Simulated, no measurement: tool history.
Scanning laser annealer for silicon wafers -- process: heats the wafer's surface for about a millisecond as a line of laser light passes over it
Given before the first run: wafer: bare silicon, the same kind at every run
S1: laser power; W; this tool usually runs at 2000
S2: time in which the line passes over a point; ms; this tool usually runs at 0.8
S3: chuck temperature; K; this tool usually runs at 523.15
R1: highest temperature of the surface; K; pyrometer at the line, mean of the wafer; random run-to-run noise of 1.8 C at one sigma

run,hour,S1,S2,S3,R1
1,0,2000,0.8,523.15,1259.15
2,16.9,2000,0.8,523.15,1259.15
3,28.9,2000,0.8,523.15,1258.15
4,45.6,2000,0.8,523.15,1261.15
5,56.8,2000,0.8,523.15,1260.15
6,68.9,2000,0.8,523.15,1263.15
7,85.2,2000,0.8,523.15,1260.15
8,105.7,2000,0.76,523.15,1242.15
9,116.8,2000,0.76,523.15,1239.15
10,130.4,2123,0.8,523.15,1301.15
11,140,2000,0.8,523.15,1256.15
12,159.2,2000,0.884,523.15,1291.15
13,172.2,2000,0.884,523.15,1288.15
14,189.2,2000,0.884,523.15,1283.15
# hour 193.1: window over the wafer cleaned
15,209.2,2000,0.884,523.15,1279.15
16,222.8,2000,0.884,523.15,1278.15
# hour 228.1: window over the wafer cleaned, once more
17,240.2,1940,0.955,546.15,1332.15
18,257,1714,0.8,524.15,1162.15
19,277.3,1833,0.8,491.15,1176.15
20,290.6,1788,0.8,558.15,1224.15
21,304.5,2014,0.855,537.15,1310.15
22,326.2,2014,0.855,537.15,1308.15
23,345.9,1976,0.64,537.15,1202.15
24,359.2,1911,0.838,562.15,1287.15
25,371.3,1911,0.838,562.15,1286.15
26,390.8,1911,0.838,562.15,1288.15

Run 27 has not been measured yet. What should we expect?
27,411.4,2134,0.8,493.15,?

{"run 27": {"R1": 1285.15}}
With the hidden condition absent and the run-to-run variation left alone, this run would have shown R1 1305.15 K.

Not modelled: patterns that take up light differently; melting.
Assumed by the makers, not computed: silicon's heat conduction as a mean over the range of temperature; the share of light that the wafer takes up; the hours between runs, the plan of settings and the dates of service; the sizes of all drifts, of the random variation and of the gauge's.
